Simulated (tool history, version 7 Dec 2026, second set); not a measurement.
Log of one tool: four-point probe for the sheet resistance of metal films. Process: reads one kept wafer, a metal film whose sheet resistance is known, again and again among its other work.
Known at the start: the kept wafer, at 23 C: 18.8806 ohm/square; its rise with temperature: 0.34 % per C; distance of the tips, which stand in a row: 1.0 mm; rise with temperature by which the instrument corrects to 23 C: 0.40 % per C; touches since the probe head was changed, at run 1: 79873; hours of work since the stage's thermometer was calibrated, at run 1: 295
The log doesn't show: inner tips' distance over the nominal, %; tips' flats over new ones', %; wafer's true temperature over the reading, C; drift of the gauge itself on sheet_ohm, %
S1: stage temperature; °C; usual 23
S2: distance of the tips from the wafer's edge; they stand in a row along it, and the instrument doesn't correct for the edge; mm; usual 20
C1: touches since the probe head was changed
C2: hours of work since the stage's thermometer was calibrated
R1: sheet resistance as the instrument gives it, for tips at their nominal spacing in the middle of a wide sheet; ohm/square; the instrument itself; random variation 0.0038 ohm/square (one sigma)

run,hour,S1,S2,C1,C2,R1
1,0,23,20,79873,295,18.932293
2,33.2,23,20,81486,318,18.931655
3,77.7,23,20,83641,349,18.929374
4,109,23,20,85162,371,18.934555
5,146.3,23,20,86971,398,18.936488
6,176.6,23,20,88439,419,18.935058
7,204.8,23,20,89808,439,18.936485
8,233.4,23,20,91195,459,18.936663
9,253.9,23,53,92192,473,18.923933
10,279.1,23,53,93413,491,18.930785
11,321.2,23,53,95455,520,18.920273
12,340.2,23,53,96376,534,18.922713
13,374.8,23,53,98057,558,18.922109
14,401.2,23,6,99336,577,19.211531
15,419.8,23,6,100239,590,19.204414
16,448.8,23,3,101647,610,19.986533
17,492.9,23,3,103788,641,19.995494
18,535.8,23,3,105867,671,19.99039
19,574.8,23,3,107761,699,19.994836
20,612.8,23,3,109602,725,19.997622
21,639,23,3,110874,744,19.988195
22,672.3,23,3,112489,767,19.993419
23,695,23,3,113594,783,20.004031
24,735.7,33,71,115566,812,18.834905
25,777.2,33,4,117581,841,19.452936
26,808.5,26,27,119101,863,18.918081
27,830.6,18,31,120172,879,19.006989
28,873,23,32,122226,908,18.948436
29,901.5,23,16,123609,928,18.989311
30,926.4,28,35,124821,946,18.896146
31,956.5,28,35,126278,967,18.896872
32,977.8,19,3,127310,982,20.063707
33,998.6,23,20,128319,997,18.982412
34,1027.5,30,8,129722,1017,19.036959
35,1046.7,19,6,130656,1030,19.274993
36,1071.9,19,5,131877,1048,19.396572
37,1098.3,24,4,133158,1067,19.548089
38,1140.6,23,38,135211,1096,18.953461
# hour 1165.1: new probe head fitted
39,1173.5,23,38,410,1119,18.980356
40,1213.3,28,29,2341,1147,18.923453
41,1251.2,33,11,4178,1174,18.95159
42,1282.3,25,48,5687,1195,18.960066
43,1304,25,48,6741,1211,18.957783
44,1324.8,25,48,7749,1225,18.959478
45,1368.4,25,48,9863,1256,18.968063

Hidden state at the last listed run before each entry between runs and at the first one after, where it differs:
Between runs 38 and 39: new probe head fitted (hour 1165.1)
  inner tips' distance over the nominal, %: 0.468 -> 0.554; tips' flats over new ones', %: 118 -> 0; wafer's true temperature over the reading, C: -0.33 -> -0.34
  measured less the result without the state, R1: +0.074044 -> +0.091221 ohm/square
